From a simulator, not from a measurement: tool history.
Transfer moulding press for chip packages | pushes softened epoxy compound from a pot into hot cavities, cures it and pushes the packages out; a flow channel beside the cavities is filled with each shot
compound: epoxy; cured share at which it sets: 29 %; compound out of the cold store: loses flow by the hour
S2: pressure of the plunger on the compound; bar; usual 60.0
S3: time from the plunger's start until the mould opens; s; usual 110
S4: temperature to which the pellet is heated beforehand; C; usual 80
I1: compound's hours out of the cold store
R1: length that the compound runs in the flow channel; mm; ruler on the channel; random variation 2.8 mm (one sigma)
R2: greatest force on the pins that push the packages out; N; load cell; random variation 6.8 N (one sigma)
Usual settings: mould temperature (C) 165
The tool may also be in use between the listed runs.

Run 1, hour 0.0: usual settings; I1 14.3. Result: R1 907 mm, R2 367 N.
Run 2, hour 33.4: usual settings but S3 144 s; I1 24.3. Result: R1 860 mm, R2 379 N.
Run 3, hour 64.3: usual settings but S3 144 s; I1 40.5. Result: R1 784 mm, R2 409 N.
Run 4, hour 100.9: usual settings but S3 144 s; I1 32.3. Result: R1 817 mm, R2 438 N.
At hour 121.1: cavities cleaned with cleaning compound and waxed.
Run 5, hour 124.3: usual settings but S3 144 s; I1 26.3. Result: R1 840 mm, R2 265 N.
Run 6, hour 159.9: usual settings; I1 33.9. Result: R1 805 mm, R2 363 N.
Run 7, hour 193.1: usual settings; I1 35.4. Result: R1 795 mm, R2 423 N.
Run 8, hour 215.4: usual settings; I1 17.3. Result: R1 876 mm, R2 446 N.
At hour 225.7: plunger's sealing rings changed.
Run 9, hour 236.0: usual settings; I1 43.3. Result: R1 792 mm, R2 468 N.
Run 10, hour 264.1: usual settings; I1 39.7. Result: R1 804 mm, R2 505 N.
At hour 283.1: cavities cleaned with cleaning compound and waxed.
Run 11, hour 283.1: usual settings; I1 36.7. Result: R1 813 mm, R2 278 N.
Run 12, hour 309.4: usual settings; I1 35.9. Result: R1 818 mm, R2 339 N.
Run 13, hour 342.0: usual settings; I1 21.0. Result: R1 878 mm, R2 378 N.
Run 14, hour 370.9: usual settings; I1 22.7. Result: R1 869 mm, R2 447 N.
Run 15, hour 393.9: usual settings but mould temperature (C) 162, S2 64.9 bar, S3 132 s; I1 15.9. Result: R1 951 mm, R2 456 N.
Run 16, hour 429.1: usual settings but mould temperature (C) 162, S2 64.9 bar, S3 132 s; I1 8.2. Result: R1 992 mm, R2 469 N.
At hour 443.1: cavities cleaned with cleaning compound and waxed.
Run 17, hour 459.7: usual settings but mould temperature (C) 162, S2 46.6 bar, S3 132 s; I1 31.9. Result: R1 736 mm, R2 293 N.
Run 18, hour 478.5: usual settings but mould temperature (C) 168, S2 45.9 bar, S4 72 C; I1 10.3. Result: R1 797 mm, R2 341 N.
Run 19, hour 496.5: usual settings but mould temperature (C) 158, S2 66.3 bar, S3 99 s, S4 90 C; I1 37.5. Result: R1 865 mm, R2 676 N.
At hour 501.2: mould's thermocouples calibrated.
Run 20, hour 516.2: usual settings but S3 105 s; I1 24.6. Result: R1 847 mm, R2 453 N.
Run 21, hour 535.8: usual settings but S3 105 s; I1 8.2. Result: R1 921 mm, R2 468 N.
Run 22, hour 558.1: usual settings but mould temperature (C) 163, S2 61.8 bar, S3 117 s, S4 71 C; I1 17.0. Result: R1 905 mm, R2 467 N.
Run 23, hour 575.1: usual settings but mould temperature (C) 163, S2 56.5 bar, S3 144 s, S4 71 C; I1 31.1. Result: R1 802 mm, R2 424 N.
Run 24, hour 594.6: usual settings but mould temperature (C) 163, S2 49.8 bar, S3 144 s, S4 88 C; I1 43.4. Result: R1 698 mm, R2 447 N.
At hour 604.8: cavities cleaned with cleaning compound and waxed.
Run 25, hour 632.1: usual settings but mould temperature (C) 168, S2 72.7 bar, S3 118 s; I1 47.1. Result: R1 806 mm, R2 312 N.
At hour 649.7: plunger's sealing rings changed.
Run 26, hour 665.6: usual settings but mould temperature (C) 159, S3 105 s; I1 20.4. Result: R1 923 mm, R2 583 N.
Run 27, hour 684.6: usual settings but S2 53.3 bar, S3 94 s, S4 74 C; I1 20.9. Result: R1 839 mm, R2 529 N.
Run 28, hour 701.6: usual settings but S2 53.3 bar, S3 94 s, S4 74 C; I1 46.4. Result: R1 734 mm, R2 515 N.

Forecast each of these 3 alternatives for the next run:
At hour 726.2: mould's thermocouples calibrated, once more.
Run A, hour 737.5: usual settings but mould temperature (C) 166, S2 53.3 bar, S3 94 s, S4 74 C; I1 31.0. Result: R1 ?, R2 ?.
At hour 726.2: mould's thermocouples calibrated, once more.
Run B, hour 737.5: usual settings but S2 60.7 bar, S3 118 s; I1 27.9. Result: R1 ?, R2 ?.
At hour 726.2: mould's thermocouples calibrated, once more.
Run C, hour 737.5: usual settings but S3 95 s; I1 44.0. Result: R1 ?, R2 ?.

run   R1   R2
  A  787  559
  B  859  457
  C  782  540
Without the tool's hidden state the same runs would have given:
run   R1   R2
  A  796  321
  B  869  261
  C  791  308
